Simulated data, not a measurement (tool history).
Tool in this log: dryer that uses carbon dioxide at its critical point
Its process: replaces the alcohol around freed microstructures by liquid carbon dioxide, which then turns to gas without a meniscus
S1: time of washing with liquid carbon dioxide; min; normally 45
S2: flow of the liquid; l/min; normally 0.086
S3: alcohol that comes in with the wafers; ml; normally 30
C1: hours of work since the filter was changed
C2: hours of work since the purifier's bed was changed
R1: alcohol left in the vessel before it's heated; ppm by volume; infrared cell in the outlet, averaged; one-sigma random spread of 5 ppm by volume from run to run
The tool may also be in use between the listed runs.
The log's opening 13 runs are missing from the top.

run    hour  S1      S2   S3   C1   C2   R1
 14   473.7  45   0.086   30  395  433  201
 15   510.9  45   0.086   31  414  452  203
 16   542.6  45   0.086   30  430  468  213
 17   597.1  45   0.086   30  458  496  229
      642.1  -- purifier's bed changed
 18   644.1  45  0.1151   74  481    1   15
 19   673.6  53   0.086   34  496   16   32
 20   710.4  48  0.0687   77  515   35  439
      742.7  -- inlet filter changed
 21   745.1  51  0.0801   99    1   52   89
 22   784.5  51  0.1364   99   21   72   32
 23   832.4  54  0.0892   30   46   97   49
 24   868.2  57    0.11   24   64  115   45
 25   912.2  57    0.11   24   87  138   52
 26   952.3  45  0.1026   79  107  158   72
 27  1000.9  45  0.1026   79  132  183   90
 28  1054.3  45  0.1286   36  159  210   75
 29  1100.3  45  0.0645   52  183  234  517
 30  1143.8  45  0.0653   35  205  256  375
 31  1172.1  61  0.1283  105  220  271  105
 32    1205  45  0.0615   21  237  288  343
 33  1251.2  45  0.0856   50  260  311  192
 34  1278.1  34   0.086   64  274  325  665

3 options for the next run, each taken on its own from the tool as it stands now. Forecast them:
  A  1302  65   0.086  64  286  337   ?
  B  1302  64  0.0831  48  286  337   ?
  C  1302  31   0.086  30  286  337   ?

run   R1
  A  117
  B  133
  C  546
The same runs, with their run-to-run variation unchanged, on a tool lacking any hidden condition would have given:
run   R1
  A    2
  B   16
  C  324

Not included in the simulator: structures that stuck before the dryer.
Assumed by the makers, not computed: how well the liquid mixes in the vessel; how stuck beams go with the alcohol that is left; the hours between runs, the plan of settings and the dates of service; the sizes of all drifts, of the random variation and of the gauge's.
